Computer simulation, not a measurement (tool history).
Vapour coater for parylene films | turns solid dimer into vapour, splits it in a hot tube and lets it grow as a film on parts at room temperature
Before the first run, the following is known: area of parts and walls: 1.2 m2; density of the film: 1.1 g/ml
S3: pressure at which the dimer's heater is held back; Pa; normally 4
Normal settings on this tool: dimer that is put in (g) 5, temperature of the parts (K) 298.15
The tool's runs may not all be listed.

run 1 hour=0 | dimer_that_is_put_in_(g)=5 temperature_of_the_parts_(K)=298.15 S3=4 | thickness_of_the_film_(nm)=2180
run 2 hour=35.7 | dimer_that_is_put_in_(g)=9 temperature_of_the_parts_(K)=298.15 S3=4 | thickness_of_the_film_(nm)=3970
run 3 hour=64.2 | dimer_that_is_put_in_(g)=5 temperature_of_the_parts_(K)=309.15 S3=4 | thickness_of_the_film_(nm)=1520
run 4 hour=93.9 | dimer_that_is_put_in_(g)=5 temperature_of_the_parts_(K)=309.15 S3=4 | thickness_of_the_film_(nm)=1510
run 5 hour=127.6 | dimer_that_is_put_in_(g)=5 temperature_of_the_parts_(K)=309.15 S3=4 | thickness_of_the_film_(nm)=1520
run 6 hour=164.8 | dimer_that_is_put_in_(g)=5 temperature_of_the_parts_(K)=309.15 S3=4 | thickness_of_the_film_(nm)=1530
run 7 hour=188.7 | dimer_that_is_put_in_(g)=5 temperature_of_the_parts_(K)=309.15 S3=4 | thickness_of_the_film_(nm)=1530
run 8 hour=234.9 | dimer_that_is_put_in_(g)=5 temperature_of_the_parts_(K)=309.15 S3=4 | thickness_of_the_film_(nm)=1520
run 9 hour=260.8 | dimer_that_is_put_in_(g)=5 temperature_of_the_parts_(K)=309.15 S3=4 | thickness_of_the_film_(nm)=1510
run 10 hour=302.1 | dimer_that_is_put_in_(g)=5 temperature_of_the_parts_(K)=309.15 S3=4 | thickness_of_the_film_(nm)=1510
run 11 hour=322.4 | dimer_that_is_put_in_(g)=5 temperature_of_the_parts_(K)=309.15 S3=4 | thickness_of_the_film_(nm)=1500
run 12 hour=359 | dimer_that_is_put_in_(g)=5 temperature_of_the_parts_(K)=292.15 S3=9.11 | thickness_of_the_film_(nm)=2340
run 13 hour=384.5 | dimer_that_is_put_in_(g)=5 temperature_of_the_parts_(K)=292.15 S3=9.11 | thickness_of_the_film_(nm)=2340
-- hour=413.6 trap's valve overhauled
run 14 hour=420.5 | dimer_that_is_put_in_(g)=2 temperature_of_the_parts_(K)=304.15 S3=5.55 | thickness_of_the_film_(nm)=680
run 15 hour=463.8 | dimer_that_is_put_in_(g)=6 temperature_of_the_parts_(K)=301.15 S3=8.07 | thickness_of_the_film_(nm)=2110
run 16 hour=498.2 | dimer_that_is_put_in_(g)=6 temperature_of_the_parts_(K)=301.15 S3=8.07 | thickness_of_the_film_(nm)=2110
run 17 hour=529.2 | dimer_that_is_put_in_(g)=6 temperature_of_the_parts_(K)=301.15 S3=8.07 | thickness_of_the_film_(nm)=2120
run 18 hour=567.6 | dimer_that_is_put_in_(g)=5 temperature_of_the_parts_(K)=302.15 S3=4.64 | thickness_of_the_film_(nm)=1860
run 19 hour=613.8 | dimer_that_is_put_in_(g)=5 temperature_of_the_parts_(K)=302.15 S3=4.64 | thickness_of_the_film_(nm)=1880
run 20 hour=654.5 | dimer_that_is_put_in_(g)=5 temperature_of_the_parts_(K)=298.15 S3=10.81 | thickness_of_the_film_(nm)=1860
run 21 hour=677.3 | dimer_that_is_put_in_(g)=5 temperature_of_the_parts_(K)=298.15 S3=2.6 | thickness_of_the_film_(nm)=2370

Alternative continuations, all from the tool just after run 21; predict every row:
run A hour=714.9 | dimer_that_is_put_in_(g)=5 temperature_of_the_parts_(K)=298.15 S3=2.6 | thickness_of_the_film_(nm)=?
run B hour=714.9 | dimer_that_is_put_in_(g)=3 temperature_of_the_parts_(K)=307.15 S3=2.6 | thickness_of_the_film_(nm)=?
run C hour=714.9 | dimer_that_is_put_in_(g)=2 temperature_of_the_parts_(K)=298.15 S3=4 | thickness_of_the_film_(nm)=?

run=A thickness_of_the_film_(nm)=2370
run=B thickness_of_the_film_(nm)=1050
run=C thickness_of_the_film_(nm)=870
Without the tool's unlogged condition, the same runs would have read:
run=A thickness_of_the_film_(nm)=2370
run=B thickness_of_the_film_(nm)=1050
run=C thickness_of_the_film_(nm)=880
